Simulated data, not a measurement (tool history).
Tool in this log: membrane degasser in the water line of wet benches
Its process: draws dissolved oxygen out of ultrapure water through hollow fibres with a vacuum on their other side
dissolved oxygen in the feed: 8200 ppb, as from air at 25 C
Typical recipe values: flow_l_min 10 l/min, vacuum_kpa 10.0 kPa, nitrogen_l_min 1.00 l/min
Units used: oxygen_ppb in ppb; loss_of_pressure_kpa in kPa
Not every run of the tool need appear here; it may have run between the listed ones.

Run 1, hour 0.0: usual settings. Result: oxygen_ppb 201.5 ppb, loss_of_pressure_kpa 43.19 kPa.
Run 2, hour 139.6: usual settings. Result: oxygen_ppb 201.9 ppb, loss_of_pressure_kpa 43.33 kPa.
Run 3, hour 208.4: usual settings. Result: oxygen_ppb 205.8 ppb, loss_of_pressure_kpa 43.41 kPa.
Run 4, hour 365.9: usual settings. Result: oxygen_ppb 195.9 ppb, loss_of_pressure_kpa 43.27 kPa.
Run 5, hour 486.9: usual settings but nitrogen_l_min 0.90 l/min. Result: oxygen_ppb 214.7 ppb, loss_of_pressure_kpa 43.36 kPa.
Run 6, hour 614.4: usual settings but vacuum_kpa 10.2 kPa, nitrogen_l_min 0.90 l/min. Result: oxygen_ppb 218.7 ppb, loss_of_pressure_kpa 43.59 kPa.
Run 7, hour 695.2: usual settings. Result: oxygen_ppb 199.6 ppb, loss_of_pressure_kpa 43.63 kPa.
Run 8, hour 824.6: usual settings but nitrogen_l_min 2.45 l/min. Result: oxygen_ppb 108.8 ppb, loss_of_pressure_kpa 43.40 kPa.
Run 9, hour 911.3: usual settings but vacuum_kpa 22.3 kPa, nitrogen_l_min 2.45 l/min. Result: oxygen_ppb 226.8 ppb, loss_of_pressure_kpa 43.40 kPa.
Run 10, hour 1060.1: usual settings but vacuum_kpa 22.3 kPa, nitrogen_l_min 2.45 l/min. Result: oxygen_ppb 228.6 ppb, loss_of_pressure_kpa 43.49 kPa.
Run 11, hour 1191.6: usual settings but vacuum_kpa 22.3 kPa, nitrogen_l_min 2.45 l/min. Result: oxygen_ppb 226.8 ppb, loss_of_pressure_kpa 43.48 kPa.
Run 12, hour 1266.2: usual settings but vacuum_kpa 8.4 kPa. Result: oxygen_ppb 163.4 ppb, loss_of_pressure_kpa 43.44 kPa.
Run 13, hour 1420.9: usual settings but vacuum_kpa 8.4 kPa, nitrogen_l_min 0.94 l/min. Result: oxygen_ppb 171.9 ppb, loss_of_pressure_kpa 43.47 kPa.
Run 14, hour 1569.6: usual settings but nitrogen_l_min 2.40 l/min. Result: oxygen_ppb 111.0 ppb, loss_of_pressure_kpa 43.35 kPa.
Run 15, hour 1696.1: usual settings but nitrogen_l_min 2.40 l/min. Result: oxygen_ppb 111.1 ppb, loss_of_pressure_kpa 43.60 kPa.
Run 16, hour 1808.1: usual settings but flow_l_min 7 l/min, vacuum_kpa 6.2 kPa, nitrogen_l_min 0.80 l/min. Result: oxygen_ppb 80.4 ppb, loss_of_pressure_kpa 30.55 kPa.
Run 17, hour 1914.9: usual settings but flow_l_min 9 l/min, vacuum_kpa 6.4 kPa, nitrogen_l_min 2.27 l/min. Result: oxygen_ppb 64.4 ppb, loss_of_pressure_kpa 39.18 kPa.
Run 18, hour 2046.0: usual settings but flow_l_min 13 l/min, vacuum_kpa 10.9 kPa, nitrogen_l_min 2.00 l/min. Result: oxygen_ppb 196.3 ppb, loss_of_pressure_kpa 56.78 kPa.

Not shown: 2 entries that the log had between the listed runs. Between which runs, and how does the tool's hidden state differ before and after?
Runs 3 to 4: seals of the vacuum lines changed (hour 268.3)
  air that leaks in behind the membrane, l/min: 0.0119 -> 0.0012
  measured minus no-state result, oxygen_ppb: +6.1 -> +2.2 ppb; loss_of_pressure_kpa: +0.25 -> +0.28 kPa
Runs 11 to 12: vacuum gauge calibrated (hour 1203.1)
  true pressure behind the membrane over the reading, kPa: 0.07 -> 0.08; air that leaks in behind the membrane, l/min: 0.0022 -> 0.0023
  measured minus no-state result, oxygen_ppb: +2.8 -> +4.0 ppb; loss_of_pressure_kpa: +0.43 -> +0.44 kPa
